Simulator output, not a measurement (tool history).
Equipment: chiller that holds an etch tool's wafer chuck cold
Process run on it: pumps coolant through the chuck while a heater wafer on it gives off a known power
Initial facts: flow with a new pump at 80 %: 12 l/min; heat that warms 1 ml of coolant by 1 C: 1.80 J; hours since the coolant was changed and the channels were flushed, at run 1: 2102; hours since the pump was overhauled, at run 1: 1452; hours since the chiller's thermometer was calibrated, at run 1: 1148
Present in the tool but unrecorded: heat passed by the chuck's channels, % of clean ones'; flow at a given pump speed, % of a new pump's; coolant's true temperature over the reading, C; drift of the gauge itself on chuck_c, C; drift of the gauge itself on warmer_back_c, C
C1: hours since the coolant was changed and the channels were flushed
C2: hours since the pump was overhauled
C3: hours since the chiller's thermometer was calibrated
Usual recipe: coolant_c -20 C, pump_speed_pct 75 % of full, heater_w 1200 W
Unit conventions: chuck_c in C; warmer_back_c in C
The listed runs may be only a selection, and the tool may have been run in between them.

Run 1, hour 0: usual settings; C1 2102; C2 1452; C3 1148. Result: chuck_c -4.4 C, warmer_back_c 3.59 C.
Run 2, hour 34.5: usual settings but coolant_c -21 C; C1 2137; C2 1487; C3 1182. Result: chuck_c -5.3 C, warmer_back_c 3.55 C.
Run 3, hour 74.1: usual settings but heater_w 861 W; C1 2176; C2 1526; C3 1222. Result: chuck_c -8.8 C, warmer_back_c 2.58 C.
Run 4, hour 101.6: usual settings but heater_w 861 W; C1 2204; C2 1554; C3 1249. Result: chuck_c -8.9 C, warmer_back_c 2.57 C.
Run 5, hour 137.2: usual settings but heater_w 861 W; C1 2240; C2 1589; C3 1285. Result: chuck_c -8.9 C, warmer_back_c 2.61 C.
Run 6, hour 177.3: usual settings but heater_w 861 W; C1 2280; C2 1629; C3 1325. Result: chuck_c -8.9 C, warmer_back_c 2.63 C.
Run 7, hour 215.1: usual settings but heater_w 861 W; C1 2317; C2 1667; C3 1363. Result: chuck_c -8.7 C, warmer_back_c 2.55 C.
Run 8, hour 237.6: usual settings but heater_w 861 W; C1 2340; C2 1690; C3 1385. Result: chuck_c -8.7 C, warmer_back_c 2.59 C.
Run 9, hour 269.6: usual settings but pump_speed_pct 73 % of full; C1 2372; C2 1722; C3 1417. Result: chuck_c -4.3 C, warmer_back_c 3.8 C.
Run 10, hour 304.1: usual settings but pump_speed_pct 73 % of full; C1 2406; C2 1756; C3 1452. Result: chuck_c -4 C, warmer_back_c 3.76 C.
Run 11, hour 325.6: usual settings but pump_speed_pct 73 % of full, heater_w 1758 W; C1 2428; C2 1778; C3 1473. Result: chuck_c 3.1 C, warmer_back_c 5.46 C.
Run 12, hour 346.4: usual settings; C1 2449; C2 1799; C3 1494. Result: chuck_c -4.5 C, warmer_back_c 3.64 C.
Run 13, hour 390.1: usual settings; C1 2492; C2 1842; C3 1538. Result: chuck_c -4.3 C, warmer_back_c 3.66 C.
Run 14, hour 409.5: usual settings; C1 2512; C2 1862; C3 1557. Result: chuck_c -4.5 C, warmer_back_c 3.66 C.
Run 15, hour 442.8: usual settings; C1 2545; C2 1895; C3 1590. Result: chuck_c -4.5 C, warmer_back_c 3.7 C.
Run 16, hour 486.3: usual settings; C1 2589; C2 1938; C3 1634. Result: chuck_c -4.3 C, warmer_back_c 3.71 C.
Run 17, hour 506.8: usual settings; C1 2609; C2 1959; C3 1654. Result: chuck_c -4.5 C, warmer_back_c 3.69 C.
Run 18, hour 547.2: usual settings but coolant_c -25 C, heater_w 601 W; C1 2649; C2 1999; C3 1695. Result: chuck_c -17.3 C, warmer_back_c 1.84 C.
Run 19, hour 580.9: usual settings but coolant_c -27 C, pump_speed_pct 69 % of full, heater_w 601 W; C1 2683; C2 2033; C3 1729. Result: chuck_c -18.7 C, warmer_back_c 2.12 C.
Run 20, hour 605.3: usual settings but coolant_c -27 C, pump_speed_pct 69 % of full, heater_w 601 W; C1 2708; C2 2057; C3 1753. Result: chuck_c -18.8 C, warmer_back_c 2.04 C.
Run 21, hour 632.5: usual settings but heater_w 1594 W; C1 2735; C2 2085; C3 1780. Result: chuck_c 0.8 C, warmer_back_c 4.86 C.
Run 22, hour 675.4: usual settings but heater_w 1594 W; C1 2778; C2 2128; C3 1823. Result: chuck_c 0.8 C, warmer_back_c 4.88 C.
Run 23, hour 716.6: usual settings but coolant_c -11 C, pump_speed_pct 76 % of full, heater_w 851 W; C1 2819; C2 2169; C3 1864. Result: chuck_c -0.1 C, warmer_back_c 2.65 C.
Run 24, hour 761.2: usual settings but coolant_c -11 C, pump_speed_pct 76 % of full, heater_w 851 W; C1 2864; C2 2213; C3 1909. Result: chuck_c -0.1 C, warmer_back_c 2.65 C.
Run 25, hour 794: usual settings but coolant_c -14 C, heater_w 1300 W; C1 2896; C2 2246; C3 1942. Result: chuck_c 2.7 C, warmer_back_c 4.05 C.
Run 26, hour 823.4: usual settings but coolant_c -14 C, pump_speed_pct 93 % of full, heater_w 1648 W; C1 2926; C2 2276; C3 1971. Result: chuck_c 4.6 C, warmer_back_c 4.08 C.
Run 27, hour 867.7: usual settings but coolant_c -25 C, pump_speed_pct 77 % of full, heater_w 1514 W; C1 2970; C2 2320; C3 2015. Result: chuck_c -5.7 C, warmer_back_c 4.52 C.
Run 28, hour 907.4: usual settings but coolant_c -25 C, pump_speed_pct 77 % of full, heater_w 1020 W; C1 3010; C2 2360; C3 2055. Result: chuck_c -11.9 C, warmer_back_c 3.14 C.
Run 29, hour 938.2: usual settings but coolant_c -27 C, pump_speed_pct 71 % of full, heater_w 1020 W; C1 3040; C2 2390; C3 2086. Result: chuck_c -13.2 C, warmer_back_c 3.4 C.
At hour 979: gauge calibrated.
Run 30, hour 982.7: usual settings but coolant_c -12 C, pump_speed_pct 73 % of full, heater_w 1572 W; C1 3085; C2 2435; C3 2130. Result: chuck_c 8.7 C, warmer_back_c 4.85 C.
Run 31, hour 1003.7: usual settings but coolant_c -18 C, heater_w 1190 W; C1 3106; C2 2456; C3 2151. Result: chuck_c -2.7 C, warmer_back_c 3.53 C.

Alternative continuations, all from the tool just after run 31; predict every row:
Run A, hour 1031.5: usual settings but coolant_c -21 C, pump_speed_pct 78 % of full; C1 3134; C2 2484; C3 2179. Result: chuck_c ?, warmer_back_c ?.
Run B, hour 1031.5: usual settings but coolant_c -12 C, pump_speed_pct 81 % of full, heater_w 709 W; C1 3134; C2 2484; C3 2179. Result: chuck_c ?, warmer_back_c ?.
Run C, hour 1031.5: usual settings but coolant_c -24 C; C1 3134; C2 2484; C3 2179. Result: chuck_c ?, warmer_back_c ?.
Run D, hour 1031.5: usual settings but coolant_c -18 C, heater_w 1120 W; C1 3134; C2 2484; C3 2179. Result: chuck_c ?, warmer_back_c ?.
Run E, hour 1031.5: usual settings but coolant_c -18 C, pump_speed_pct 70 % of full, heater_w 1482 W; C1 3134; C2 2484; C3 2179. Result: chuck_c ?, warmer_back_c ?.

run  chuck_c  warmer_back_c
  A     -5.8           3.42
  B     -3.2           1.94
  C     -8.5           3.62
  D     -3.4           3.37
  E      2.1           4.82
With no hidden state in the tool, these same runs would have given:
run  chuck_c  warmer_back_c
  A     -5.8            3.4
  B     -3.2           1.93
  C     -8.5           3.61
  D     -3.4           3.36
  E      2.1           4.81

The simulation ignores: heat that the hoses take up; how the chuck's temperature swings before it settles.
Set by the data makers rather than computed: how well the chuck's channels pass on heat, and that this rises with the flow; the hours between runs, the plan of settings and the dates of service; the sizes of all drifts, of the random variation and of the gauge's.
